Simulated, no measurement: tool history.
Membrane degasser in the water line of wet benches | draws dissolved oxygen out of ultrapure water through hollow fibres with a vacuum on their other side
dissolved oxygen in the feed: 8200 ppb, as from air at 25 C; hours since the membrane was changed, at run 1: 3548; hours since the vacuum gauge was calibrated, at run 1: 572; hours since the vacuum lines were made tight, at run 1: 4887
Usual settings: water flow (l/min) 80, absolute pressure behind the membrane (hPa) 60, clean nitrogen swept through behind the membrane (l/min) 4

run,hour,water flow (l/min),absolute pressure behind the membrane (hPa),clean nitrogen swept through behind the membrane (l/min),hours since the membrane was changed,hours since the vacuum gauge was calibrated,hours since the vacuum lines were made tight,dissolved oxygen in the water behind the degasser (ppb),pressure that the water loses in the fibres (hPa)
1,0,80,60,4,3548,572,4887,298.7,639.7
2,65.3,80,60,4,3614,637,4953,302.4,643.4
3,151.2,80,60,5.65,3699,723,5039,265.6,639.1
4,212.6,80,60,5.65,3761,785,5100,269.4,645.9
5,254.4,80,60,4.12,3803,826,5142,295.6,640.8
6,326.5,80,60,4.12,3875,899,5214,302.7,642.8

The next listed run, before its measurement:
7,379.7,80,60,4.12,3928,952,5267,?,?

dissolved oxygen in the water behind the degasser (ppb): 295
pressure that the water loses in the fibres (hPa): 645.5
Without the tool's hidden state the same run would have given dissolved oxygen in the water behind the degasser (ppb) 276.4, pressure that the water loses in the fibres (hPa) 628.1.
